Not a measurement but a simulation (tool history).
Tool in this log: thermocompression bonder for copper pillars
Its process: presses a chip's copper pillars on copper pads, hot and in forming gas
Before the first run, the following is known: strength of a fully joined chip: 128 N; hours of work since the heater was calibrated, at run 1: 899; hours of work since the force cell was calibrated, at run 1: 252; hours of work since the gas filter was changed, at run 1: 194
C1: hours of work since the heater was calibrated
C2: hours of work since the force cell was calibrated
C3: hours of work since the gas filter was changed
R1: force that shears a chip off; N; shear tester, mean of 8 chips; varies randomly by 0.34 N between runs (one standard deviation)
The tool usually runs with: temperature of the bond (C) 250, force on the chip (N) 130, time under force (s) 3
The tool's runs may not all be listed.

Run 1, hour 0.0: usual settings; C1 899; C2 252; C3 194. Result: R1 93.2 N.
Run 2, hour 26.0: usual settings but force on the chip (N) 179; C1 915; C2 268; C3 211. Result: R1 103.7 N.
Run 3, hour 41.4: usual settings but force on the chip (N) 179; C1 925; C2 278; C3 220. Result: R1 103.3 N.
Run 4, hour 69.2: usual settings; C1 943; C2 296; C3 238. Result: R1 92.4 N.
Run 5, hour 90.9: usual settings; C1 957; C2 310; C3 252. Result: R1 92.8 N.
At hour 96.0: heater calibrated with a thermocouple chip.
Run 6, hour 120.6: usual settings; C1 16; C2 327; C3 269. Result: R1 93.7 N.
Run 7, hour 138.5: usual settings but time under force (s) 4; C1 27; C2 338; C3 281. Result: R1 98.9 N.
Run 8, hour 159.5: usual settings but time under force (s) 6; C1 40; C2 352; C3 294. Result: R1 106.4 N.
At hour 164.1: heater calibrated with a thermocouple chip, once more.
Run 9, hour 178.6: usual settings; C1 9; C2 363; C3 305. Result: R1 89.9 N.
Run 10, hour 202.9: usual settings; C1 25; C2 378; C3 320. Result: R1 88.9 N.
Run 11, hour 236.5: usual settings; C1 46; C2 399; C3 341. Result: R1 89.5 N.
Run 12, hour 262.0: usual settings but temperature of the bond (C) 228, force on the chip (N) 80, time under force (s) 2; C1 62; C2 415; C3 358. Result: R1 47.6 N.
Run 13, hour 289.6: usual settings but temperature of the bond (C) 234, force on the chip (N) 157; C1 79; C2 433; C3 375. Result: R1 84.2 N.
Run 14, hour 315.9: usual settings but temperature of the bond (C) 234, force on the chip (N) 157; C1 96; C2 449; C3 392. Result: R1 83.9 N.
At hour 328.2: forming gas filter changed.
Run 15, hour 347.5: usual settings; C1 116; C2 469; C3 12. Result: R1 94.7 N.
Run 16, hour 365.7: usual settings but force on the chip (N) 172, time under force (s) 7; C1 127; C2 481; C3 24. Result: R1 117.1 N.
Run 17, hour 397.5: usual settings but temperature of the bond (C) 248, time under force (s) 9; C1 147; C2 501; C3 44. Result: R1 113.6 N.
Run 18, hour 421.1: usual settings but temperature of the bond (C) 248, time under force (s) 9; C1 162; C2 516; C3 59. Result: R1 113.7 N.
Run 19, hour 438.4: usual settings but temperature of the bond (C) 262, force on the chip (N) 121; C1 173; C2 527; C3 70. Result: R1 99.6 N.

What would each run have given without the hidden state, its run-to-run variation left as it was?
The hidden state here: true temperature of the bond over the reading, C; force that reaches the chip, % of what is set; oxide that the forming gas leaves, % of the face; drift of the gauge itself on shear_n, %.
run     R1
  1   93.3
  2  104.8
  3  104.4
  4   93.0
  5   93.5
  6   94.1
  7  100.0
  8  108.6
  9   93.6
 10   92.7
 11   93.5
 12   49.4
 13   88.3
 14   88.1
 15   93.5
 16  116.9
 17  113.4
 18  113.7
 19   99.2
